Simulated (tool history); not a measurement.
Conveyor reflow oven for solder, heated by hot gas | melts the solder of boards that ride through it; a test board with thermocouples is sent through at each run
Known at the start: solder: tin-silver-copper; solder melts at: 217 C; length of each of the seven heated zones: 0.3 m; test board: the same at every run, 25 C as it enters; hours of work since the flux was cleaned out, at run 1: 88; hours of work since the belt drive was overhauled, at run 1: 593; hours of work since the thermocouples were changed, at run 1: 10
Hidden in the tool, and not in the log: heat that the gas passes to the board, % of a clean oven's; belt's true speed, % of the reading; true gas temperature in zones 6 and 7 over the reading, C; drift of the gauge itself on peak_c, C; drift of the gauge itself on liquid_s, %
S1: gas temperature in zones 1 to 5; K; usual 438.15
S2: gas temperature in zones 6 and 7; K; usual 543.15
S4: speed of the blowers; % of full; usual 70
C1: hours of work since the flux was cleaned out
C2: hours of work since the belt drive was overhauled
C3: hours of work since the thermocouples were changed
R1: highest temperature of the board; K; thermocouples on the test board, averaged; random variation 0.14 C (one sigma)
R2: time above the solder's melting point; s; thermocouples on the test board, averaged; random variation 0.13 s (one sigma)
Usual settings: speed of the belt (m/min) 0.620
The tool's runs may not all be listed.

run 1 day=0.000 | S1=438.15 S2=543.15 speed_of_the_belt_(m/min)=0.620 S4=70 | C1=88 C2=593 C3=10 | R1=528.85 R2=44.4
run 2 day=1.425 | S1=438.15 S2=543.15 speed_of_the_belt_(m/min)=0.620 S4=70 | C1=112 C2=617 C3=35 | R1=528.55 R2=44.2
-- day=4.179 flux residue cleaned out of gas plates and filters
run 3 day=4.571 | S1=438.15 S2=543.15 speed_of_the_belt_(m/min)=0.620 S4=70 | C1=7 C2=667 C3=85 | R1=527.85 R2=44.0
run 4 day=6.967 | S1=438.15 S2=543.15 speed_of_the_belt_(m/min)=0.620 S4=70 | C1=48 C2=708 C3=126 | R1=527.95 R2=43.6
run 5 day=8.475 | S1=438.15 S2=543.15 speed_of_the_belt_(m/min)=0.620 S4=70 | C1=74 C2=734 C3=152 | R1=528.05 R2=43.7
run 6 day=9.800 | S1=438.15 S2=543.15 speed_of_the_belt_(m/min)=0.620 S4=70 | C1=96 C2=757 C3=174 | R1=527.55 R2=43.5
run 7 day=11.196 | S1=438.15 S2=543.15 speed_of_the_belt_(m/min)=0.620 S4=70 | C1=120 C2=781 C3=198 | R1=527.35 R2=43.5
run 8 day=12.667 | S1=435.15 S2=539.15 speed_of_the_belt_(m/min)=0.587 S4=70 | C1=145 C2=806 C3=223 | R1=525.35 R2=44.3
-- day=13.596 flux residue cleaned out of gas plates and filters
run 9 day=15.400 | S1=452.15 S2=547.15 speed_of_the_belt_(m/min)=0.654 S4=89 | C1=31 C2=849 C3=267 | R1=536.05 R2=49.0
run 10 day=18.162 | S1=452.15 S2=541.15 speed_of_the_belt_(m/min)=0.665 S4=89 | C1=78 C2=897 C3=314 | R1=530.05 R2=45.8
-- day=20.954 flux residue cleaned out of gas plates and filters, once more
run 11 day=21.221 | S1=452.15 S2=541.15 speed_of_the_belt_(m/min)=0.665 S4=89 | C1=5 C2=945 C3=363 | R1=530.65 R2=46.2
run 12 day=23.046 | S1=452.15 S2=541.15 speed_of_the_belt_(m/min)=0.665 S4=89 | C1=36 C2=977 C3=394 | R1=530.85 R2=46.1
run 13 day=24.271 | S1=444.15 S2=543.15 speed_of_the_belt_(m/min)=0.650 S4=56 | C1=57 C2=998 C3=415 | R1=527.55 R2=42.8
run 14 day=25.958 | S1=438.15 S2=535.15 speed_of_the_belt_(m/min)=0.643 S4=70 | C1=86 C2=1026 C3=444 | R1=521.75 R2=39.1

The same runs without the tool's hidden state, with the same run-to-run variation:
run=1 R1=528.95 R2=43.7
run=2 R1=528.75 R2=43.6
run=3 R1=528.65 R2=43.8
run=4 R1=528.85 R2=43.5
run=5 R1=529.15 R2=43.6
run=6 R1=528.75 R2=43.5
run=7 R1=528.65 R2=43.6
run=8 R1=526.65 R2=44.5
run=9 R1=535.15 R2=47.4
run=10 R1=529.35 R2=44.4
run=11 R1=529.15 R2=44.2
run=12 R1=529.45 R2=44.2
run=13 R1=526.05 R2=40.8
run=14 R1=520.45 R2=37.3
